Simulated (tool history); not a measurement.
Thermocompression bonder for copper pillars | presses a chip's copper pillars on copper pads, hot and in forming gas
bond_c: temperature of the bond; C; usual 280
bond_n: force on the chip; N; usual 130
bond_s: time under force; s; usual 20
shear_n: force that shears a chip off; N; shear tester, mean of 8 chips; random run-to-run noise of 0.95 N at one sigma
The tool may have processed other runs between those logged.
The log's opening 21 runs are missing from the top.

| run | hour | bond_c | bond_n | bond_s | shear_n |
|---|---|---|---|---|---|
| 22 | 265.3 | 256 | 135 | 22 | 66.8 |
| 23 | 277 | 280 | 130 | 57 | 100.8 |
| 24 | 284.5 | 262 | 180 | 15 | 81.5 |
| 25 | 296.8 | 301 | 98 | 28 | 88.7 |
| 26 | 304.2 | 307 | 89 | 24 | 84.8 |
| 27 | 317.8 | 305 | 130 | 12 | 91.2 |
| 28 | 329 | 293 | 103 | 20 | 78.5 |
| 29 | 336.7 | 293 | 103 | 20 | 78 |
| 30 | 350.7 | 293 | 103 | 20 | 79.4 |
| 31 | 361.3 | 293 | 84 | 20 | 66.5 |
| 32 | 371.1 | 308 | 136 | 29 | 106.6 |
| 33 | 387.6 | 253 | 130 | 17 | 57 |
| 34 | 397.4 | 280 | 130 | 30 | 90.7 |
| 35 | 410.1 | 280 | 130 | 30 | 91.4 |
| 36 | 423.6 | 305 | 175 | 56 | 113.1 |
| 37 | 440.4 | 275 | 130 | 20 | 78.3 |

What does the tool deliver on the next run?
|  | 446.1 | forming gas filter changed |
| 38 | 456 | 275 | 154 | 22 | ? |

shear_n: 92.4 N
With no hidden state in the tool, this same run would have given shear_n 88.3 N.
